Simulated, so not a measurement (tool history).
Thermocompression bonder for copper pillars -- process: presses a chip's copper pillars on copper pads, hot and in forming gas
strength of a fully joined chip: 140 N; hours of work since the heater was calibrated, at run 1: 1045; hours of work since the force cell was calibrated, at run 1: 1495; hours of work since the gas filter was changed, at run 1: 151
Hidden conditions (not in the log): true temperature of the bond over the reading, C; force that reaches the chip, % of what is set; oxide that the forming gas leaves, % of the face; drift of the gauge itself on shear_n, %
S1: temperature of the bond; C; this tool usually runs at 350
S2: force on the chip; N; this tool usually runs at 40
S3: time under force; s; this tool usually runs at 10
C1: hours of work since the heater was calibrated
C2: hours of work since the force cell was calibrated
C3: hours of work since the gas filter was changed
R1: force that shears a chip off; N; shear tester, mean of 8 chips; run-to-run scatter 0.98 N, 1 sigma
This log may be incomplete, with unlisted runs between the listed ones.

Run 1, hour 0: usual settings; C1 1045; C2 1495; C3 151. Result: R1 83.4 N.
Run 2, hour 54.6: usual settings; C1 1069; C2 1519; C3 175. Result: R1 81.6 N.
Run 3, hour 127.3: usual settings; C1 1101; C2 1552; C3 207. Result: R1 83.7 N.
Run 4, hour 202.2: usual settings; C1 1134; C2 1585; C3 241. Result: R1 83.5 N.
Run 5, hour 258.3: usual settings; C1 1159; C2 1609; C3 265. Result: R1 81.6 N.
At hour 275.1: heater calibrated with a thermocouple chip.
Run 6, hour 304.3: usual settings but S1 325 C; C1 13; C2 1629; C3 285. Result: R1 57.6 N.
Run 7, hour 366.7: usual settings but S1 325 C; C1 40; C2 1656; C3 312. Result: R1 57.9 N.
At hour 422.8: forming gas filter changed.
Run 8, hour 425: usual settings; C1 66; C2 1682; C3 1. Result: R1 79.4 N.
Run 9, hour 482: usual settings; C1 91; C2 1707; C3 26. Result: R1 80 N.
Run 10, hour 564.6: usual settings; C1 128; C2 1744; C3 63. Result: R1 78.6 N.
Run 11, hour 633: usual settings; C1 158; C2 1774; C3 93. Result: R1 78.7 N.
Run 12, hour 690.5: usual settings; C1 183; C2 1799; C3 118. Result: R1 78.1 N.
Run 13, hour 762.6: usual settings but S3 17 s; C1 215; C2 1831; C3 150. Result: R1 92.4 N.
Run 14, hour 804.5: usual settings but S3 17 s; C1 234; C2 1850; C3 169. Result: R1 90.6 N.
Run 15, hour 865.7: usual settings but S2 30 N, S3 17 s; C1 261; C2 1877; C3 196. Result: R1 70 N.
At hour 914.7: force cell calibrated.
Run 16, hour 940.7: usual settings but S2 30 N, S3 17 s; C1 293; C2 12; C3 228. Result: R1 67.1 N.
Run 17, hour 1012: usual settings; C1 325; C2 43; C3 260. Result: R1 74.7 N.
Run 18, hour 1055.3: usual settings; C1 344; C2 62; C3 279. Result: R1 76.6 N.
Run 19, hour 1141: usual settings; C1 382; C2 100; C3 317. Result: R1 74.6 N.
At hour 1192.1: forming gas filter changed.
Run 20, hour 1221: usual settings but S1 331 C; C1 417; C2 135; C3 13. Result: R1 63.4 N.
Run 21, hour 1268.4: usual settings but S1 332 C, S2 34 N, S3 6 s; C1 438; C2 156; C3 34. Result: R1 43.9 N.
Run 22, hour 1323.2: usual settings but S1 331 C, S2 27 N, S3 14 s; C1 462; C2 180; C3 58. Result: R1 46 N.
Run 23, hour 1369.9: usual settings but S1 334 C, S2 42 N, S3 15 s; C1 482; C2 201; C3 79. Result: R1 79.7 N.
At hour 1444.1: force cell calibrated, once more.
Run 24, hour 1449.5: usual settings but S1 349 C, S2 60 N; C1 517; C2 2; C3 113. Result: R1 110.1 N.
Run 25, hour 1495.2: usual settings but S1 358 C; C1 537; C2 23; C3 133. Result: R1 90.8 N.
Run 26, hour 1565.8: usual settings but S1 346 C, S3 29 s; C1 568; C2 54; C3 164. Result: R1 107.9 N.
Run 27, hour 1611.4: usual settings but S1 344 C, S2 54 N, S3 29 s; C1 588; C2 74; C3 185. Result: R1 122 N.
Run 28, hour 1683.8: usual settings but S2 24 N; C1 620; C2 106; C3 217. Result: R1 47.9 N.
Run 29, hour 1759.6: usual settings but S1 371 C, S2 28 N, S3 30 s; C1 654; C2 139; C3 250. Result: R1 100.4 N.
Run 30, hour 1843.2: usual settings but S1 331 C, S3 20 s; C1 691; C2 176; C3 287. Result: R1 83.9 N.
Run 31, hour 1918.4: usual settings but S1 331 C, S2 59 N, S3 8 s; C1 724; C2 210; C3 320. Result: R1 91.5 N.
At hour 1956.8: forming gas filter changed.
Run 32, hour 1971.6: usual settings but S1 365 C, S2 59 N, S3 16 s; C1 747; C2 233; C3 7. Result: R1 133.3 N.
Run 33, hour 2038.3: usual settings but S1 329 C; C1 777; C2 262; C3 36. Result: R1 71.6 N.
Run 34, hour 2109.6: usual settings but S1 367 C, S2 25 N, S3 6 s; C1 808; C2 294; C3 67. Result: R1 53.5 N.
Run 35, hour 2180.7: usual settings but S1 367 C, S2 25 N, S3 6 s; C1 840; C2 325; C3 99. Result: R1 53.6 N.
Run 36, hour 2269.9: usual settings but S1 367 C, S2 25 N, S3 6 s; C1 879; C2 365; C3 138. Result: R1 51.9 N.
Run 37, hour 2331.4: usual settings but S1 367 C, S2 25 N, S3 6 s; C1 906; C2 392; C3 165. Result: R1 51.9 N.
Run 38, hour 2419.1: usual settings but S1 367 C, S2 25 N, S3 6 s; C1 945; C2 430; C3 204. Result: R1 52.8 N.
Run 39, hour 2485.8: usual settings but S1 367 C, S2 25 N, S3 6 s; C1 975; C2 460; C3 234. Result: R1 52.5 N.

Pick out some run-to-run changes in R1. Of each, how much would a tool without hidden state show as well, from the settings, what came in and chance, and how much is left for the hidden state and any gauge scatter not in both results compared?
Run 5 -> 6: S1 350 -> 325, heater calibrated with a thermocouple chip. R1 -24 N: hidden state -4.5, all else -19.5.
Run 19 -> 20: S1 350 -> 331, forming gas filter changed. R1 -11.2 N: hidden state +4.9, all else -16.1.
Run 23 -> 24: S1 334 -> 349, S2 42 -> 60, S3 15 -> 10, force cell calibrated, once more. R1 +30.4 N: hidden state +5.2, all else +25.2.
Run 27 -> 28: S1 344 -> 350, S2 54 -> 24, S3 29 -> 10. R1 -74.1 N: hidden state +2.9, all else -77.
Run 28 -> 29: S1 350 -> 371, S2 24 -> 28, S3 10 -> 30. R1 +52.5 N: hidden state -2.6, all else +55.1.
Run 32 -> 33: S1 365 -> 329, S2 59 -> 40, S3 16 -> 10. R1 -61.7 N: hidden state +1.2, all else -62.9.
